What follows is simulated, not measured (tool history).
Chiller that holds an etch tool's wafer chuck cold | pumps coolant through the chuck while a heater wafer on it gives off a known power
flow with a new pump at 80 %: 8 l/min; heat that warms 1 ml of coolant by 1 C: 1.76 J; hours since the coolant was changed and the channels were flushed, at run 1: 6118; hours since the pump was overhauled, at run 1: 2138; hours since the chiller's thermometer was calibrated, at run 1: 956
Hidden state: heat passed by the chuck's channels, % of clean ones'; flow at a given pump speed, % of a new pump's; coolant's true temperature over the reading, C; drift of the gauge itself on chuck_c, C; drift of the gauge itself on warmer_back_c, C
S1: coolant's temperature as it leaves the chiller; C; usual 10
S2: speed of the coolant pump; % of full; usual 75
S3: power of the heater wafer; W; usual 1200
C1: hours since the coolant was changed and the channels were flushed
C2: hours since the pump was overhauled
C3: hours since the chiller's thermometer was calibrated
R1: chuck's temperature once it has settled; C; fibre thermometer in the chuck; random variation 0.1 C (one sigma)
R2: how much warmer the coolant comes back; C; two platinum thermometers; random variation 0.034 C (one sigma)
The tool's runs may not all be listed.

Run 1, hour 0.0: usual settings; C1 6118; C2 2138; C3 956. Result: R1 20.6 C, R2 5.69 C.
Run 2, hour 210.3: usual settings but S2 71 % of full; C1 6329; C2 2348; C3 1167. Result: R1 20.9 C, R2 5.90 C.
Run 3, hour 316.6: usual settings but S1 9 C, S2 71 % of full; C1 6435; C2 2454; C3 1273. Result: R1 19.8 C, R2 5.94 C.
Run 4, hour 463.3: usual settings but S2 79 % of full; C1 6582; C2 2601; C3 1420. Result: R1 20.2 C, R2 5.38 C.
Run 5, hour 658.0: usual settings but S2 79 % of full; C1 6776; C2 2796; C3 1614. Result: R1 20.1 C, R2 5.38 C.
Run 6, hour 816.9: usual settings; C1 6935; C2 2955; C3 1773. Result: R1 20.6 C, R2 5.57 C.
Run 7, hour 920.5: usual settings; C1 7039; C2 3058; C3 1877. Result: R1 20.5 C, R2 5.65 C.
Run 8, hour 1040.6: usual settings; C1 7159; C2 3178; C3 1997. Result: R1 20.5 C, R2 5.61 C.
Run 9, hour 1151.8: usual settings; C1 7270; C2 3290; C3 2108. Result: R1 20.6 C, R2 5.66 C.
Run 10, hour 1258.0: usual settings but S3 1664 W; C1 7376; C2 3396; C3 2214. Result: R1 24.8 C, R2 7.81 C.
Run 11, hour 1404.9: usual settings but S2 69 % of full; C1 7523; C2 3543; C3 2361. Result: R1 21.2 C, R2 6.13 C.
Run 12, hour 1575.9: usual settings but S2 69 % of full; C1 7694; C2 3714; C3 2532. Result: R1 21.3 C, R2 6.17 C.
Run 13, hour 1738.3: usual settings but S2 69 % of full; C1 7857; C2 3876; C3 2695. Result: R1 21.4 C, R2 6.17 C.
Run 14, hour 1865.5: usual settings but S2 69 % of full; C1 7984; C2 4003; C3 2822. Result: R1 21.4 C, R2 6.20 C.
Run 15, hour 2073.5: usual settings but S2 69 % of full; C1 8192; C2 4211; C3 3030. Result: R1 21.3 C, R2 6.22 C.
At hour 2144.1: chiller's thermometer calibrated.
Run 16, hour 2240.6: usual settings but S1 6 C; C1 8358; C2 4377; C3 96. Result: R1 16.4 C, R2 5.76 C.
Run 17, hour 2333.3: usual settings but S1 4 C; C1 8451; C2 4470; C3 189. Result: R1 14.7 C, R2 5.74 C.
Run 18, hour 2423.7: usual settings but S1 20 C, S2 99 % of full; C1 8541; C2 4560; C3 280. Result: R1 28.4 C, R2 4.29 C.
Run 19, hour 2605.5: usual settings but S1 17 C, S2 99 % of full, S3 1167 W; C1 8723; C2 4742; C3 461. Result: R1 25.2 C, R2 4.23 C.
Run 20, hour 2737.8: usual settings but S1 15 C, S2 68 % of full; C1 8855; C2 4875; C3 594. Result: R1 26.5 C, R2 6.38 C.
Run 21, hour 2862.7: usual settings but S1 15 C, S2 68 % of full; C1 8980; C2 4999; C3 719. Result: R1 26.4 C, R2 6.36 C.
Run 22, hour 3072.9: usual settings but S3 1522 W; C1 9190; C2 5210; C3 929. Result: R1 23.4 C, R2 7.31 C.
At hour 3100.8: chiller's thermometer calibrated, once more.
Run 23, hour 3242.3: usual settings but S1 5 C, S2 65 % of full, S3 652 W; C1 9359; C2 5378; C3 142. Result: R1 11.6 C, R2 3.61 C.
Run 24, hour 3406.8: usual settings but S1 8 C, S2 63 % of full; C1 9523; C2 5543; C3 306. Result: R1 20.6 C, R2 6.88 C.
Run 25, hour 3592.8: usual settings but S1 1 C, S2 77 % of full, S3 667 W; C1 9709; C2 5729; C3 492. Result: R1 7.0 C, R2 3.09 C.
Run 26, hour 3707.8: usual settings but S1 1 C, S2 77 % of full, S3 667 W; C1 9824; C2 5844; C3 607. Result: R1 7.0 C, R2 3.13 C.
Run 27, hour 3901.0: usual settings but S1 1 C, S2 77 % of full, S3 667 W; C1 10018; C2 6037; C3 800. Result: R1 7.1 C, R2 3.16 C.
Run 28, hour 4031.6: usual settings but S1 1 C, S2 77 % of full, S3 667 W; C1 10148; C2 6167; C3 931. Result: R1 7.1 C, R2 3.14 C.
At hour 4153.8: coolant changed, channels flushed.
Run 29, hour 4192.2: usual settings but S1 1 C, S2 77 % of full, S3 667 W; C1 38; C2 6322; C3 1085. Result: R1 6.2 C, R2 3.14 C.
Run 30, hour 4291.8: usual settings but S1 11 C, S3 779 W; C1 138; C2 6422; C3 1185. Result: R1 17.4 C, R2 3.78 C.
Run 31, hour 4501.6: usual settings but S1 14 C, S2 100 % of full; C1 348; C2 6631; C3 1395. Result: R1 22.0 C, R2 4.31 C.
Run 32, hour 4703.3: usual settings but S1 12 C, S2 86 % of full, S3 714 W; C1 549; C2 6833; C3 1597. Result: R1 17.4 C, R2 2.98 C.

The same runs without the tool's hidden state, with the same run-to-run variation:
run    R1    R2
  1  19.9  5.58
  2  20.2  5.77
  3  19.0  5.80
  4  19.4  5.25
  5  19.4  5.24
  6  19.8  5.42
  7  19.7  5.49
  8  19.7  5.44
  9  19.8  5.49
 10  23.5  7.57
 11  20.4  5.93
 12  20.4  5.96
 13  20.4  5.95
 14  20.4  5.97
 15  20.4  5.98
 16  15.6  5.53
 17  13.9  5.51
 18  27.8  4.11
 19  24.6  4.04
 20  25.6  6.09
 21  25.4  6.07
 22  22.2  6.97
 23  10.8  3.43
 24  19.0  6.53
 25   6.2  2.93
 26   6.2  2.96
 27   6.3  2.99
 28   6.3  2.96
 29   6.1  2.96
 30  17.3  3.56
 31  21.8  4.05
 32  17.3  2.79
